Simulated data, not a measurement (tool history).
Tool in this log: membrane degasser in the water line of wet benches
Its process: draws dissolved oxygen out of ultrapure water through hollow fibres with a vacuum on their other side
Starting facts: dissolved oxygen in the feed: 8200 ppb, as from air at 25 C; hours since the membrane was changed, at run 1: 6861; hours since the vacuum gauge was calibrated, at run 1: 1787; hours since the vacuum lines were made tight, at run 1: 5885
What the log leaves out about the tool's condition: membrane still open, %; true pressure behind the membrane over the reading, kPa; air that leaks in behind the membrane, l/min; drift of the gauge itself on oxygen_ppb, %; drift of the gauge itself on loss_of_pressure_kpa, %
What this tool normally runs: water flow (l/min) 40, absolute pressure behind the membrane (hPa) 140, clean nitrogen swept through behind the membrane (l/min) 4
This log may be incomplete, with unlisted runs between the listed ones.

run    hour  water flow (l/min)  absolute pressure behind the membrane (hPa)  clean nitrogen swept through behind the membrane (l/min)  hours since the membrane was changed  hours since the vacuum gauge was calibrated  hours since the vacuum lines were made tight  dissolved oxygen in the water behind the degasser (ppb)  pressure that the water loses in the fibres (hPa)
  1       0                  40                                          140                                                         4                                  6861                                         1787                                          5885                                                    335.5                                              323.2
  2   112.9                  40                                          140                                                      1.89                                  6974                                         1899                                          5998                                                    549.9                                              323.2
        198  -- seals of the vacuum lines changed
  3   291.9                  40                                          140                                                         4                                  7151                                         2076                                            94                                                    333.6                                              321.1
  4   502.7                  40                                          140                                                         4                                  7362                                         2287                                           305                                                    337.7                                              321.2
  5   638.2                  40                                          140                                                         4                                  7497                                         2423                                           440                                                    341.8                                              323.4
  6   872.6                  40                                          140                                                         4                                  7731                                         2657                                           675                                                      338                                              319.7
  7    1086                  40                                          140                                                         4                                  7945                                         2871                                           888                                                    338.1                                              319.2
  8  1314.2                  40                                          134                                                         4                                  8173                                         3099                                          1116                                                    319.4                                                320
  9  1411.6                  40                                          134                                                         4                                  8270                                         3196                                          1214                                                    316.2                                              322.6
 10    1601                  40                                          134                                                         4                                  8460                                         3386                                          1403                                                    312.1                                              321.9
 11  1699.5                  40                                          134                                                         4                                  8558                                         3484                                          1501                                                    322.8                                              322.6
 12  1925.7                  40                                          134                                                         4                                  8785                                         3710                                          1728                                                    325.7                                              319.7
 13  2093.3                  43                                          140                                                         4                                  8952                                         3878                                          1895                                                    360.8                                              346.1
 14    2291                  43                                          140                                                         4                                  9150                                         4076                                          2093                                                    364.8                                              342.9
 15  2414.1                  43                                          140                                                         4                                  9273                                         4199                                          2216                                                    364.4                                              342.7
 16  2579.9                  43                                          344                                                         4                                  9439                                         4364                                          2382                                                    806.9                                              342.1
 17  2732.6                  34                                          344                                                         4                                  9592                                         4517                                          2535                                                    655.8                                              269.3
 18  2875.5                  34                                          344                                                         4                                  9734                                         4660                                          2677                                                    640.7                                              269.2
 19  2999.6                  25                                          344                                                      2.59                                  9859                                         4784                                          2802                                                    691.1                                              198.6
 20  3144.5                  25                                          344                                                      2.59                                 10003                                         4929                                          2946                                                    697.2                                              199.2
 21  3367.9                  57                                          313                                                      6.86                                 10227                                         5152                                          3170                                                    653.9                                              452.8
 22  3509.3                  52                                          140                                                         4                                 10368                                         5294                                          3311                                                    430.2                                              410.1
 23  3670.6                  29                                          233                                                         4                                 10530                                         5455                                          3473                                                    390.1                                              228.9
 24  3907.1                  56                                          281                                                      1.67                                 10766                                         5692                                          3709                                                   1556.7                                              442.6
     4119.6  -- membrane cartridge changed
 25  4119.6                  51                                          265                                                      3.26                                     0                                         5900                                          3918                                                    842.9                                              397.8
 26  4280.5                  51                                          265                                                      6.67                                   161                                         6061                                          4078                                                    518.5                                              403.6
 27  4471.4                  40                                          229                                                         4                                   352                                         6252                                          4269                                                    519.1                                              318.3
 28  4604.4                  40                                          111                                                         4                                   485                                         6385                                          4402                                                      271                                              310.7
 29  4706.6                  40                                          139                                                       7.9                                   587                                         6487                                          4505                                                    218.6                                              314.6
 30  4907.8                  27                                          284                                                       7.9                                   788                                         6688                                          4706                                                    260.5                                              213.9
 31  5098.3                  40                                          140                                                      4.13                                   979                                         6879                                          4896                                                    327.2                                              315.3
 32  5263.2                  40                                          140                                                      4.13                                  1144                                         7044                                          5061                                                      332                                              315.1

How the hidden state differs across the entries between the runs, from the last listed run before each to the first after it:
Runs 2 to 3: seals of the vacuum lines changed (hour 198)
  membrane still open, %: 99.9 -> 99.8; air that leaks in behind the membrane, l/min: 0.0026 -> 0.002; drift of the gauge itself on loss_of_pressure_kpa, %: -0.05 -> -0.14
  measured less the result without the state, pressure that the water loses in the fibres (hPa): +0.3 -> +0
Runs 24 to 25: membrane cartridge changed (hour 4119.6)
  membrane still open, %: 99.8 -> 100; drift of the gauge itself on loss_of_pressure_kpa, %: -1.85 -> -1.95
  measured less the result without the state, pressure that the water loses in the fibres (hPa): -7.3 -> -7.9
